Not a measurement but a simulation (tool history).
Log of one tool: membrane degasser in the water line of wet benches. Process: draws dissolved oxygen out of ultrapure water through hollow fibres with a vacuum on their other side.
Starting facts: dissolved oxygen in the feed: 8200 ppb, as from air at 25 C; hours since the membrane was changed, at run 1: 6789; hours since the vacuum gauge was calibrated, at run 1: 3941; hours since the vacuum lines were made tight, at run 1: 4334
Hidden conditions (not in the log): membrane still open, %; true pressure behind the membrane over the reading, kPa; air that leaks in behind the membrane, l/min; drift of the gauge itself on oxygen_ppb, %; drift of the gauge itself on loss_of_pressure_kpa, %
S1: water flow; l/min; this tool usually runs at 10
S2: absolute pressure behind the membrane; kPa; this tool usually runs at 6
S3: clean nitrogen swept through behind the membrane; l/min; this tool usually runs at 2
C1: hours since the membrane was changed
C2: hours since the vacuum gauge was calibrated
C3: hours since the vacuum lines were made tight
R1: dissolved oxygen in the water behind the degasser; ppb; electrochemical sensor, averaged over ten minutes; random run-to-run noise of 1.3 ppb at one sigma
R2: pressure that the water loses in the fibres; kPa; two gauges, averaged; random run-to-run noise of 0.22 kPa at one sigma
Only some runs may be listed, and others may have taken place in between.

run	hour	S1	S2	S3	C1	C2	C3	R1	R2
1	0	10	6	2	6789	3941	4334	141.6	56.68
2	297.2	10	6	2	7086	4238	4631	139.9	56.45
3	534.7	10	6	2	7324	4476	4869	142.6	56.37
4	708	10	6	2	7497	4649	5042	143.3	56.21
5	965.2	10	6	2	7754	4906	5299	144.5	56.61
6	1120.9	10	6	2	7910	5062	5455	142.9	56.67
7	1268.4	10	6	2	8057	5209	5602	141.7	56.66
8	1394.6	10	6	2	8183	5336	5729	144.1	56.7
9	1623	10	6	2	8412	5564	5957	145.3	56.54
10	1892.6	10	6	2	8681	5834	6227	146.9	56.58
# hour 1912.6: vacuum gauge calibrated
11	2050	10	10.52	2	8838	137	6384	201.5	56.82
12	2300.6	10	6	2	9089	388	6634	146.3	57
13	2590.7	10	6	2	9379	678	6924	146.9	57.01
14	2834.1	10	5.53	2	9623	922	7168	144.2	56.93
15	2993.6	10	4.12	2	9782	1081	7327	124.3	56.93
16	3135.8	10	4.12	2	9924	1223	7469	124.9	57.18
17	3342	7	8.79	0.9	10130	1429	7676	160.8	40.04
18	3497.3	10	5.01	2	10286	1585	7831	137.6	56.91
# hour 3560.5: vacuum gauge calibrated, once more
19	3768.9	10	5.01	2	10557	208	8102	131.1	57.16
# hour 3898.4: seals of the vacuum lines changed
20	4048.9	10	5.01	2	10835	486	150	132.4	56.87
21	4205.4	10	5.01	2	10991	643	307	133.8	56.88
22	4367.8	10	13.15	1.23	11154	805	469	299.5	57.41
23	4667.4	10	13.15	1.23	11453	1105	769	294.8	56.96
24	4819.2	6	11.42	2.9	11605	1257	921	73.3	34.27
25	5059.9	7	11.28	3.8	11846	1497	1161	84.5	40.11
26	5205	7	11.28	0.88	11991	1643	1307	196.9	40.1
27	5414.1	7	11.28	0.88	12200	1852	1516	201	40.35
28	5659.4	12	5.49	4.27	12445	2097	1761	182.7	68.98
29	5908.9	10	6	4.31	12695	2346	2010	131.2	57.41
30	6177.3	7	11.86	4.31	12963	2615	2279	83.2	40.15
31	6395.9	7	11.86	4.31	13182	2833	2497	83.3	39.98

Branching from run 31: 3 alternative next runs. What would each branch give?
A	6529.9	8	3.66	5.98	13316	2967	2631	?	?
B	6529.9	10	11.8	3.14	13316	2967	2631	?	?
C	6529.9	13	4.82	0.95	13316	2967	2631	?	?

run	R1	R2
A	69.5	45.73
B	186	57.67
C	249	74.7
What these runs would have given with no unlogged condition in the tool:
run	R1	R2
A	56.8	43.86
B	165	55.32
C	218.4	71.66
